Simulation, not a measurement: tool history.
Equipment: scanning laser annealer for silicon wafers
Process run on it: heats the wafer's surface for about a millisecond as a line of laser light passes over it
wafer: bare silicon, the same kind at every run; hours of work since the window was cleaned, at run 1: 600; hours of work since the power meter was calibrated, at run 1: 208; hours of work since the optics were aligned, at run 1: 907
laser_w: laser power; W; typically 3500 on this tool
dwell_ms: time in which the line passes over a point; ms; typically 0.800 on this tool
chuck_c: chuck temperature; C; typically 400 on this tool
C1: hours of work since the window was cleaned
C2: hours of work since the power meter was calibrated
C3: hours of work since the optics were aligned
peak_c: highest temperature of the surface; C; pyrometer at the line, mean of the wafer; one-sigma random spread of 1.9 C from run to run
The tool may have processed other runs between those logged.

Run 1, hour 0.0: usual settings; C1 600; C2 208; C3 907. Result: peak_c 1217 C.
Run 2, hour 18.7: usual settings; C1 611; C2 219; C3 917. Result: peak_c 1217 C.
Run 3, hour 30.7: usual settings; C1 618; C2 225; C3 924. Result: peak_c 1219 C.
Run 4, hour 49.7: usual settings; C1 628; C2 236; C3 935. Result: peak_c 1220 C.
Run 5, hour 61.6: usual settings; C1 635; C2 243; C3 942. Result: peak_c 1219 C.
Run 6, hour 78.1: usual settings; C1 645; C2 253; C3 951. Result: peak_c 1220 C.
At hour 85.4: window over the wafer cleaned.
Run 7, hour 90.4: usual settings; C1 3; C2 259; C3 957. Result: peak_c 1222 C.
Run 8, hour 99.6: usual settings; C1 8; C2 264; C3 963. Result: peak_c 1225 C.
Run 9, hour 120.5: usual settings but laser_w 3783 W; C1 20; C2 276; C3 975. Result: peak_c 1283 C.
Run 10, hour 133.8: usual settings but laser_w 3322 W; C1 28; C2 284; C3 982. Result: peak_c 1181 C.
Run 11, hour 152.5: usual settings but laser_w 3322 W; C1 39; C2 294; C3 993. Result: peak_c 1181 C.
Run 12, hour 163.9: usual settings but laser_w 3470 W; C1 45; C2 301; C3 1000. Result: peak_c 1211 C.
Run 13, hour 174.9: usual settings but laser_w 3470 W; C1 52; C2 307; C3 1006. Result: peak_c 1212 C.
Run 14, hour 184.2: usual settings but laser_w 3470 W; C1 57; C2 313; C3 1011. Result: peak_c 1212 C.
Run 15, hour 201.4: usual settings but laser_w 3757 W, chuck_c 435 C; C1 67; C2 323; C3 1021. Result: peak_c 1313 C.
Run 16, hour 211.4: usual settings but laser_w 3757 W, chuck_c 435 C; C1 73; C2 328; C3 1027. Result: peak_c 1314 C.
Run 17, hour 221.2: usual settings but laser_w 3757 W, chuck_c 435 C; C1 78; C2 334; C3 1033. Result: peak_c 1311 C.
Run 18, hour 232.0: usual settings but laser_w 3835 W; C1 84; C2 340; C3 1039. Result: peak_c 1291 C.
Run 19, hour 243.7: usual settings but laser_w 3124 W; C1 91; C2 347; C3 1046. Result: peak_c 1143 C.
Run 20, hour 264.3: usual settings but laser_w 3124 W; C1 103; C2 359; C3 1058. Result: peak_c 1139 C.
Run 21, hour 285.1: usual settings but laser_w 3124 W, dwell_ms 0.582 ms, chuck_c 399 C; C1 115; C2 371; C3 1069. Result: peak_c 1014 C.
Run 22, hour 306.1: usual settings but laser_w 3124 W, dwell_ms 0.591 ms, chuck_c 389 C; C1 127; C2 383; C3 1082. Result: peak_c 1009 C.
Run 23, hour 326.0: usual settings but dwell_ms 0.662 ms, chuck_c 382 C; C1 139; C2 394; C3 1093. Result: peak_c 1116 C.
Run 24, hour 347.7: usual settings but laser_w 3326 W, dwell_ms 0.884 ms, chuck_c 382 C; C1 151; C2 407; C3 1106. Result: peak_c 1211 C.
Run 25, hour 360.9: usual settings but laser_w 3700 W, dwell_ms 0.852 ms, chuck_c 391 C; C1 159; C2 414; C3 1113. Result: peak_c 1285 C.
Run 26, hour 374.2: usual settings but laser_w 2981 W, dwell_ms 0.852 ms, chuck_c 363 C; C1 166; C2 422; C3 1121. Result: peak_c 1097 C.
Run 27, hour 393.4: usual settings but laser_w 3618 W, dwell_ms 0.927 ms, chuck_c 423 C; C1 177; C2 433; C3 1132. Result: peak_c 1345 C.

Describe how what the log doesn't record of the tool's condition differs between the last listed run preceding each entry between runs and the first listed run following it.
Between runs 6 and 7: window over the wafer cleaned (hour 85.4)
  light that passes the window, % of a clean one's: 99.83 -> 99.99

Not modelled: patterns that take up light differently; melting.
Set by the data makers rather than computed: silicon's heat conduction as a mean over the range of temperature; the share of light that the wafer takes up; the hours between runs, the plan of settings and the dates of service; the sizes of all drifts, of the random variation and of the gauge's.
